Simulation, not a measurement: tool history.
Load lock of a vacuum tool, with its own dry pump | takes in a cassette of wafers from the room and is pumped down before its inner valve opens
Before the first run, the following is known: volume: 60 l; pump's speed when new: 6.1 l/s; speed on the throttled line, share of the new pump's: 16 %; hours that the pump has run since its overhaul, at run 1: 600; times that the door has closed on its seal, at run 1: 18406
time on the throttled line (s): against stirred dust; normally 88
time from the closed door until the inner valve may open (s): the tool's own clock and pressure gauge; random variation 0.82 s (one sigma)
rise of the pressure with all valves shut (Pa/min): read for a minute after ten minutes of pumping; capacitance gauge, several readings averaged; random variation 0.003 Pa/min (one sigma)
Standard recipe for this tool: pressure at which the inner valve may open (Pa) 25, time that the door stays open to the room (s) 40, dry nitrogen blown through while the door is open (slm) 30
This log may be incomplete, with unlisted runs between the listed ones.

run    hour  time on the throttled line (s)  pressure at which the inner valve may open (Pa)  time that the door stays open to the room (s)  dry nitrogen blown through while the door is open (slm)  hours that the pump has run since its overhaul  times that the door has closed on its seal  incoming humidity of the room's air, %  time from the closed door until the inner valve may open (s)  rise of the pressure with all valves shut (Pa/min)
  1     0.0                              88                                               25                                             40                                                       30                                             600                                       18406                                    42.9                                                         156.8                                               0.134
  2   313.5                              88                                               25                                             40                                                       30                                             914                                       19467                                    43.6                                                         157.7                                               0.151
  3   500.9                              88                                               25                                             40                                                       30                                            1101                                       20101                                    45.5                                                         156.6                                               0.153
  4   657.2                              88                                               25                                             40                                                       30                                            1257                                       20630                                    46.2                                                         157.1                                               0.160
  5   920.1                              88                                               25                                             40                                                       30                                            1520                                       21519                                    47.8                                                         156.7                                               0.173
  6  1200.3                              88                                               25                                             40                                                       30                                            1801                                       22467                                    41.9                                                         156.8                                               0.192
  7  1383.3                              88                                               25                                             40                                                       30                                            1983                                       23086                                    44.7                                                         157.9                                               0.198
  8  1625.4                              91                                               20                                             40                                                       30                                            2226                                       23905                                    43.4                                                         163.9                                               0.208
  9  1996.0                              91                                               47                                             56                                                       19                                            2596                                       25159                                    45.0                                                         154.1                                               0.233
 10  2355.0                              91                                               18                                             56                                                       19                                            2955                                       26374                                    47.8                                                         165.0                                               0.253
     2493.8  -- door's seal changed, seat wiped
 11  2554.7                              91                                               22                                            150                                                       23                                            3153                                         207                                    46.4                                                         162.3                                               0.039
 12  2837.9                             143                                               25                                             40                                                       30                                            3437                                        1164                                    44.5                                                         204.5                                               0.022
 13  3130.7                              88                                               25                                             40                                                        6                                            3729                                        2155                                    44.2                                                         158.1                                               0.044

For each run, the measured value with the value that run would have given without the tool's hidden condition subtracted. The run-to-run variation is shared by both, the gauge scatter possibly not:
Hidden state at play: pump's speed, % of a new pump's; leak at the door's seal, Pa l/s; drift of the gauge itself on ready_s, %; drift of the gauge itself on rise_pa_min, %.
run  time from the closed door until the inner valve may open (s)  rise of the pressure with all valves shut (Pa/min)
  1                                                          +1.2                                              +0.120
  2                                                          +1.3                                              +0.133
  3                                                          +1.4                                              +0.139
  4                                                          +1.5                                              +0.146
  5                                                          +1.6                                              +0.154
  6                                                          +1.7                                              +0.172
  7                                                          +1.8                                              +0.177
  8                                                          +1.8                                              +0.186
  9                                                          +1.8                                              +0.206
 10                                                          +2.2                                              +0.223
 11                                                          +2.3                                              +0.001
 12                                                          +2.0                                              +0.004
 13                                                          +2.5                                              +0.007
